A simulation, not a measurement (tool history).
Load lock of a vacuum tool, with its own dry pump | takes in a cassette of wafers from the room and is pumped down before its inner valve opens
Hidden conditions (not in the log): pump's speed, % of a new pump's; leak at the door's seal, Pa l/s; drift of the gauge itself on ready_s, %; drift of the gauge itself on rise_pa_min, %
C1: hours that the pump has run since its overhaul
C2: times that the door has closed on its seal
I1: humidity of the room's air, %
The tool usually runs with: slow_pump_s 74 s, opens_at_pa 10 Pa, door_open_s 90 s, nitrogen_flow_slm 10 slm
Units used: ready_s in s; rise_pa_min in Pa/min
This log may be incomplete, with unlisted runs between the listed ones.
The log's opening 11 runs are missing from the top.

Run 12, hour 847.3: usual settings but nitrogen_flow_slm 17 slm; C1 5066; C2 18706; I1 45.7. Result: ready_s 129.6 s, rise_pa_min 0.227 Pa/min.
Run 13, hour 937.4: usual settings but nitrogen_flow_slm 17 slm; C1 5156; C2 19095; I1 47.1. Result: ready_s 128.4 s, rise_pa_min 0.237 Pa/min.
Run 14, hour 1023.9: usual settings; C1 5243; C2 19469; I1 46.6. Result: ready_s 130.3 s, rise_pa_min 0.246 Pa/min.
Run 15, hour 1116.7: usual settings; C1 5336; C2 19870; I1 44.8. Result: ready_s 129.6 s, rise_pa_min 0.252 Pa/min.
Run 16, hour 1208.3: usual settings but opens_at_pa 13 Pa; C1 5427; C2 20266; I1 41.2. Result: ready_s 128.6 s, rise_pa_min 0.255 Pa/min.
Run 17, hour 1283.2: usual settings but slow_pump_s 42 s; C1 5502; C2 20589; I1 41.1. Result: ready_s 101 s, rise_pa_min 0.264 Pa/min.
Run 18, hour 1338.5: usual settings but slow_pump_s 42 s; C1 5558; C2 20828; I1 39.5. Result: ready_s 102 s, rise_pa_min 0.266 Pa/min.
Run 19, hour 1403.8: usual settings but slow_pump_s 86 s, door_open_s 61 s; C1 5623; C2 21110; I1 49.4. Result: ready_s 139.9 s, rise_pa_min 0.263 Pa/min.
Run 20, hour 1448.1: usual settings but slow_pump_s 106 s, opens_at_pa 16 Pa, door_open_s 27 s, nitrogen_flow_slm 4 slm; C1 5667; C2 21302; I1 45.9. Result: ready_s 154.6 s, rise_pa_min 0.264 Pa/min.
Run 21, hour 1549.9: usual settings but slow_pump_s 106 s, opens_at_pa 16 Pa, door_open_s 57 s, nitrogen_flow_slm 29 slm; C1 5769; C2 21742; I1 45.5. Result: ready_s 154 s, rise_pa_min 0.272 Pa/min.
Run 22, hour 1622.2: usual settings but slow_pump_s 50 s, opens_at_pa 19 Pa, nitrogen_flow_slm 22 slm; C1 5841; C2 22054; I1 45.9. Result: ready_s 103.4 s, rise_pa_min 0.287 Pa/min.
Run 23, hour 1702.5: usual settings but slow_pump_s 50 s, opens_at_pa 19 Pa, nitrogen_flow_slm 22 slm; C1 5922; C2 22401; I1 42.4. Result: ready_s 103.4 s, rise_pa_min 0.284 Pa/min.
Run 24, hour 1808.2: usual settings but opens_at_pa 14 Pa, door_open_s 104 s; C1 6027; C2 22858; I1 44.9. Result: ready_s 127.4 s, rise_pa_min 0.306 Pa/min.
Run 25, hour 1891.1: usual settings but slow_pump_s 60 s, opens_at_pa 14 Pa, door_open_s 67 s; C1 6110; C2 23216; I1 46.8. Result: ready_s 113.7 s, rise_pa_min 0.303 Pa/min.
Run 26, hour 1991.9: usual settings but slow_pump_s 123 s, opens_at_pa 14 Pa, door_open_s 67 s, nitrogen_flow_slm 11 slm; C1 6211; C2 23652; I1 46.2. Result: ready_s 169.7 s, rise_pa_min 0.311 Pa/min.
Run 27, hour 2039.1: usual settings but slow_pump_s 62 s, opens_at_pa 11 Pa, nitrogen_flow_slm 22 slm; C1 6258; C2 23856; I1 45.6. Result: ready_s 119.3 s, rise_pa_min 0.314 Pa/min.
Run 28, hour 2139.2: usual settings but opens_at_pa 17 Pa; C1 6358; C2 24288; I1 47. Result: ready_s 126.6 s, rise_pa_min 0.33 Pa/min.
Run 29, hour 2185.2: usual settings but door_open_s 203 s, nitrogen_flow_slm 11 slm; C1 6404; C2 24487; I1 43.3. Result: ready_s 132.4 s, rise_pa_min 0.355 Pa/min.
Run 30, hour 2240.5: usual settings but slow_pump_s 146 s, nitrogen_flow_slm 5 slm; C1 6460; C2 24726; I1 47.5. Result: ready_s 192.2 s, rise_pa_min 0.343 Pa/min.
Run 31, hour 2287: usual settings but slow_pump_s 44 s, door_open_s 29 s; C1 6506; C2 24927; I1 46.6. Result: ready_s 103.9 s, rise_pa_min 0.319 Pa/min.
Run 32, hour 2341.6: usual settings but door_open_s 38 s, nitrogen_flow_slm 36 slm; C1 6561; C2 25163; I1 47.1. Result: ready_s 129.8 s, rise_pa_min 0.313 Pa/min.
Run 33, hour 2400.8: usual settings but nitrogen_flow_slm 28 slm; C1 6620; C2 25418; I1 47.7. Result: ready_s 130 s, rise_pa_min 0.331 Pa/min.
Run 34, hour 2483.2: usual settings but opens_at_pa 13 Pa, nitrogen_flow_slm 45 slm; C1 6702; C2 25775; I1 45.1. Result: ready_s 129.6 s, rise_pa_min 0.334 Pa/min.
Run 35, hour 2558.5: usual settings but nitrogen_flow_slm 4 slm; C1 6778; C2 26100; I1 43. Result: ready_s 131 s, rise_pa_min 0.366 Pa/min.
Run 36, hour 2617.7: usual settings but door_open_s 110 s, nitrogen_flow_slm 4 slm; C1 6837; C2 26356; I1 45.3. Result: ready_s 130.4 s, rise_pa_min 0.39 Pa/min.

Alternative continuations, all from the tool just after run 36; predict every row:
Run A, hour 2669.2: usual settings but door_open_s 29 s, nitrogen_flow_slm 4 slm; C1 6888; C2 26578; I1 45.7. Result: ready_s ?, rise_pa_min ?.
Run B, hour 2669.2: usual settings but slow_pump_s 85 s, door_open_s 83 s, nitrogen_flow_slm 4 slm; C1 6888; C2 26578; I1 47.4. Result: ready_s ?, rise_pa_min ?.
Run C, hour 2669.2: usual settings but slow_pump_s 39 s, door_open_s 110 s, nitrogen_flow_slm 28 slm; C1 6888; C2 26578; I1 44.4. Result: ready_s ?, rise_pa_min ?.
Run D, hour 2669.2: usual settings but door_open_s 72 s, nitrogen_flow_slm 38 slm; C1 6888; C2 26578; I1 47.7. Result: ready_s ?, rise_pa_min ?.
Run E, hour 2669.2: usual settings but door_open_s 110 s, nitrogen_flow_slm 8 slm; C1 6888; C2 26578; I1 43.2. Result: ready_s ?, rise_pa_min ?.

run  ready_s  rise_pa_min
  A    130.2        0.353
  B    141.6        0.374
  C    100.1        0.355
  D    130.2        0.355
  E    130.9        0.386
Stripped of hidden state, with their random variation kept, the same runs would have yielded:
run  ready_s  rise_pa_min
  A    124.9        0.028
  B    136.3        0.049
  C     94.2        0.029
  D    124.9        0.027
  E    125.5        0.058

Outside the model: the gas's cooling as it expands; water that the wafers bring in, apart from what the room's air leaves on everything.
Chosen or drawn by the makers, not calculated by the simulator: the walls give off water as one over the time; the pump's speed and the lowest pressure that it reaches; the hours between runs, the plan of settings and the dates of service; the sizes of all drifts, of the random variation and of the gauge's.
